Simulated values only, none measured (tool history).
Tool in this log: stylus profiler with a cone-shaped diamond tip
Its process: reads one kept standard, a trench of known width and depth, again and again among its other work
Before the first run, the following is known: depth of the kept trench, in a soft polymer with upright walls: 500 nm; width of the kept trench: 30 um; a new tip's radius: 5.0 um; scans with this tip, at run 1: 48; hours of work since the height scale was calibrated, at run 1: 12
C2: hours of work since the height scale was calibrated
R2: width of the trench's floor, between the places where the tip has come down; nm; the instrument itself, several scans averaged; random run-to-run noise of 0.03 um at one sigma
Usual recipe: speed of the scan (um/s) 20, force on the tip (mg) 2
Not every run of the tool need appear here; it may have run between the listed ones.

run 1 hour=0 | speed_of_the_scan_(um/s)=20 force_on_the_tip_(mg)=2 | scans_with_this_tip=48 C2=12 | depth_of_the_trench_(Å)=5027.8 R2=25550
run 2 hour=18.7 | speed_of_the_scan_(um/s)=20 force_on_the_tip_(mg)=2 | scans_with_this_tip=94 C2=23 | depth_of_the_trench_(Å)=5030.3 R2=25590
run 3 hour=45.6 | speed_of_the_scan_(um/s)=20 force_on_the_tip_(mg)=2 | scans_with_this_tip=160 C2=38 | depth_of_the_trench_(Å)=5029.7 R2=25560
run 4 hour=75.9 | speed_of_the_scan_(um/s)=20 force_on_the_tip_(mg)=2 | scans_with_this_tip=234 C2=56 | depth_of_the_trench_(Å)=5030.3 R2=25550
run 5 hour=109.5 | speed_of_the_scan_(um/s)=20 force_on_the_tip_(mg)=2 | scans_with_this_tip=317 C2=76 | depth_of_the_trench_(Å)=5031.9 R2=25580
run 6 hour=142.6 | speed_of_the_scan_(um/s)=20 force_on_the_tip_(mg)=2 | scans_with_this_tip=398 C2=95 | depth_of_the_trench_(Å)=5030.9 R2=25550
run 7 hour=176.4 | speed_of_the_scan_(um/s)=20 force_on_the_tip_(mg)=2 | scans_with_this_tip=481 C2=115 | depth_of_the_trench_(Å)=5030.7 R2=25540
run 8 hour=199.5 | speed_of_the_scan_(um/s)=20 force_on_the_tip_(mg)=2 | scans_with_this_tip=537 C2=128 | depth_of_the_trench_(Å)=5030.4 R2=25540
run 9 hour=232.8 | speed_of_the_scan_(um/s)=20 force_on_the_tip_(mg)=2 | scans_with_this_tip=619 C2=148 | depth_of_the_trench_(Å)=5029.9 R2=25520
run 10 hour=256.8 | speed_of_the_scan_(um/s)=20 force_on_the_tip_(mg)=2 | scans_with_this_tip=678 C2=162 | depth_of_the_trench_(Å)=5030.6 R2=25640
run 11 hour=276.2 | speed_of_the_scan_(um/s)=20 force_on_the_tip_(mg)=1.01 | scans_with_this_tip=725 C2=173 | depth_of_the_trench_(Å)=5018.2 R2=25540
run 12 hour=300.9 | speed_of_the_scan_(um/s)=8 force_on_the_tip_(mg)=1.01 | scans_with_this_tip=785 C2=188 | depth_of_the_trench_(Å)=5022.6 R2=25550
run 13 hour=321.5 | speed_of_the_scan_(um/s)=16 force_on_the_tip_(mg)=5.93 | scans_with_this_tip=836 C2=200 | depth_of_the_trench_(Å)=5063.1 R2=25590
run 14 hour=346.7 | speed_of_the_scan_(um/s)=16 force_on_the_tip_(mg)=5.93 | scans_with_this_tip=898 C2=215 | depth_of_the_trench_(Å)=5065.1 R2=25670
run 15 hour=379 | speed_of_the_scan_(um/s)=6 force_on_the_tip_(mg)=4.09 | scans_with_this_tip=977 C2=234 | depth_of_the_trench_(Å)=5050 R2=25620
run 16 hour=411.5 | speed_of_the_scan_(um/s)=6 force_on_the_tip_(mg)=4.09 | scans_with_this_tip=1056 C2=253 | depth_of_the_trench_(Å)=5048.5 R2=25600
run 17 hour=433.8 | speed_of_the_scan_(um/s)=47 force_on_the_tip_(mg)=3.78 | scans_with_this_tip=1111 C2=266 | depth_of_the_trench_(Å)=5047.5 R2=25550
run 18 hour=459.1 | speed_of_the_scan_(um/s)=47 force_on_the_tip_(mg)=2.19 | scans_with_this_tip=1173 C2=281 | depth_of_the_trench_(Å)=5031.5 R2=25490
run 19 hour=482.8 | speed_of_the_scan_(um/s)=6 force_on_the_tip_(mg)=0.77 | scans_with_this_tip=1231 C2=294 | depth_of_the_trench_(Å)=5017.8 R2=25610
run 20 hour=508.9 | speed_of_the_scan_(um/s)=6 force_on_the_tip_(mg)=0.77 | scans_with_this_tip=1295 C2=310 | depth_of_the_trench_(Å)=5018.6 R2=25630
run 21 hour=534.2 | speed_of_the_scan_(um/s)=19 force_on_the_tip_(mg)=3.64 | scans_with_this_tip=1357 C2=325 | depth_of_the_trench_(Å)=5048.3 R2=25650
run 22 hour=569 | speed_of_the_scan_(um/s)=19 force_on_the_tip_(mg)=3.64 | scans_with_this_tip=1442 C2=345 | depth_of_the_trench_(Å)=5045 R2=25560

What if the next run were any one of these 5? Each begins from the tool's condition after run 22:
run A hour=592.6 | speed_of_the_scan_(um/s)=72 force_on_the_tip_(mg)=2.58 | scans_with_this_tip=1500 C2=359 | depth_of_the_trench_(Å)=? R2=?
run B hour=592.6 | speed_of_the_scan_(um/s)=16 force_on_the_tip_(mg)=1.64 | scans_with_this_tip=1500 C2=359 | depth_of_the_trench_(Å)=? R2=?
run C hour=592.6 | speed_of_the_scan_(um/s)=18 force_on_the_tip_(mg)=0.76 | scans_with_this_tip=1500 C2=359 | depth_of_the_trench_(Å)=? R2=?
run D hour=592.6 | speed_of_the_scan_(um/s)=18 force_on_the_tip_(mg)=3.64 | scans_with_this_tip=1500 C2=359 | depth_of_the_trench_(Å)=? R2=?
run E hour=592.6 | speed_of_the_scan_(um/s)=36 force_on_the_tip_(mg)=1.32 | scans_with_this_tip=1500 C2=359 | depth_of_the_trench_(Å)=? R2=?

run=A depth_of_the_trench_(Å)=5035.7 R2=25370
run=B depth_of_the_trench_(Å)=5028.1 R2=25550
run=C depth_of_the_trench_(Å)=5013.9 R2=25500
run=D depth_of_the_trench_(Å)=5045.7 R2=25590
run=E depth_of_the_trench_(Å)=5022 R2=25480
The same runs, with their run-to-run variation unchanged, on a tool lacking any hidden condition would have given:
run=A depth_of_the_trench_(Å)=5035.7 R2=25370
run=B depth_of_the_trench_(Å)=5028 R2=25550
run=C depth_of_the_trench_(Å)=5013.9 R2=25500
run=D depth_of_the_trench_(Å)=5045.7 R2=25590
run=E depth_of_the_trench_(Å)=5022 R2=25480

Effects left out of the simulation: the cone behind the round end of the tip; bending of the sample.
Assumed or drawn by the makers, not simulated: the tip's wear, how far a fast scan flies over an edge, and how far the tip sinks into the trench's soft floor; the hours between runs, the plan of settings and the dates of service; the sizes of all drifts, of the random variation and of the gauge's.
